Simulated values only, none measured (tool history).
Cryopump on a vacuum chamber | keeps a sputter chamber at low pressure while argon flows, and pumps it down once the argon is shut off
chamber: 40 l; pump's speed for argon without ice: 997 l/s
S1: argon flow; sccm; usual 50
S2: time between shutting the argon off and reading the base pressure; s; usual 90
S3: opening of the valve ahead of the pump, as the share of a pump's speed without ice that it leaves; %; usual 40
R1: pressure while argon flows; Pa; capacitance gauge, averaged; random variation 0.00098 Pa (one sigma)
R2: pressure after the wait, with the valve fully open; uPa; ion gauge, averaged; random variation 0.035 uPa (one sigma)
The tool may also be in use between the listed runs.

Run 1, hour 0.0: usual settings. Result: R1 0.2121 Pa, R2 2.50 uPa.
Run 2, hour 11.4: usual settings. Result: R1 0.2124 Pa, R2 2.53 uPa.
Run 3, hour 28.0: usual settings but S1 100 sccm. Result: R1 0.4225 Pa, R2 2.55 uPa.
Run 4, hour 45.6: usual settings but S1 90 sccm. Result: R1 0.3837 Pa, R2 2.54 uPa.
Run 5, hour 58.4: usual settings but S1 90 sccm. Result: R1 0.3830 Pa, R2 2.57 uPa.
Run 6, hour 78.1: usual settings but S1 90 sccm. Result: R1 0.3859 Pa, R2 2.46 uPa.
Run 7, hour 98.5: usual settings but S2 67 s. Result: R1 0.2144 Pa, R2 3.01 uPa.
Run 8, hour 119.7: usual settings but S2 67 s. Result: R1 0.2133 Pa, R2 3.05 uPa.
Run 9, hour 134.1: usual settings but S2 67 s. Result: R1 0.2156 Pa, R2 3.13 uPa.
Run 10, hour 145.5: usual settings. Result: R1 0.2152 Pa, R2 2.56 uPa.
Run 11, hour 157.0: usual settings. Result: R1 0.2151 Pa, R2 2.55 uPa.
Run 12, hour 167.1: usual settings. Result: R1 0.2147 Pa, R2 2.55 uPa.
Run 13, hour 187.5: usual settings. Result: R1 0.2139 Pa, R2 2.61 uPa.
Run 14, hour 199.5: usual settings. Result: R1 0.2162 Pa, R2 2.63 uPa.
Run 15, hour 212.9: usual settings. Result: R1 0.2163 Pa, R2 2.64 uPa.
Run 16, hour 225.8: usual settings but S1 59 sccm, S2 290 s, S3 47 %. Result: R1 0.2165 Pa, R2 1.53 uPa.
Run 17, hour 245.8: usual settings but S1 92 sccm, S3 18 %. Result: R1 0.8770 Pa, R2 2.74 uPa.
Run 18, hour 261.0: usual settings but S2 25 s, S3 25 %. Result: R1 0.3420 Pa, R2 6.85 uPa.
Run 19, hour 275.7: usual settings but S1 74 sccm, S2 56 s, S3 25 %. Result: R1 0.5101 Pa, R2 3.63 uPa.
Run 20, hour 296.3: usual settings but S1 35 sccm, S2 159 s. Result: R1 0.1520 Pa, R2 1.98 uPa.
Run 21, hour 315.3: usual settings but S1 20 sccm, S2 25 s, S3 30 %. Result: R1 0.1153 Pa, R2 6.88 uPa.
Run 22, hour 335.3: usual settings but S1 20 sccm, S2 25 s, S3 30 %. Result: R1 0.1156 Pa, R2 7.05 uPa.
Run 23, hour 348.7: usual settings but S1 20 sccm, S2 25 s, S3 30 %. Result: R1 0.1144 Pa, R2 7.11 uPa.
Run 24, hour 360.6: usual settings but S1 61 sccm, S2 35 s. Result: R1 0.2661 Pa, R2 5.47 uPa.
Run 25, hour 374.3: usual settings but S1 61 sccm, S2 35 s. Result: R1 0.2654 Pa, R2 5.29 uPa.
Run 26, hour 388.3: usual settings but S3 24 %. Result: R1 0.3590 Pa, R2 2.69 uPa.
Run 27, hour 402.4: usual settings but S2 62 s, S3 23 %. Result: R1 0.3760 Pa, R2 3.51 uPa.
Run 28, hour 412.6: usual settings but S1 32 sccm, S2 83 s, S3 24 %. Result: R1 0.2299 Pa, R2 2.92 uPa.
Run 29, hour 426.3: usual settings but S1 97 sccm, S2 25 s, S3 43 %. Result: R1 0.3933 Pa, R2 7.02 uPa.

Forecast each of these 3 alternatives for the next run:
Run A, hour 439.8: usual settings but S1 28 sccm, S2 46 s, S3 22 %. Result: R1 ?, R2 ?.
Run B, hour 439.8: usual settings but S1 72 sccm, S2 146 s, S3 20 %. Result: R1 ?, R2 ?.
Run C, hour 439.8: usual settings but S1 45 sccm, S2 36 s, S3 19 %. Result: R1 ?, R2 ?.

run      R1    R2
  A  0.2185  4.30
  B  0.6193  2.21
  C  0.4087  5.30
Without the tool's hidden state the same runs would have given:
run      R1    R2
  A  0.2148  3.50
  B  0.6099  1.39
  C  0.4028  4.49
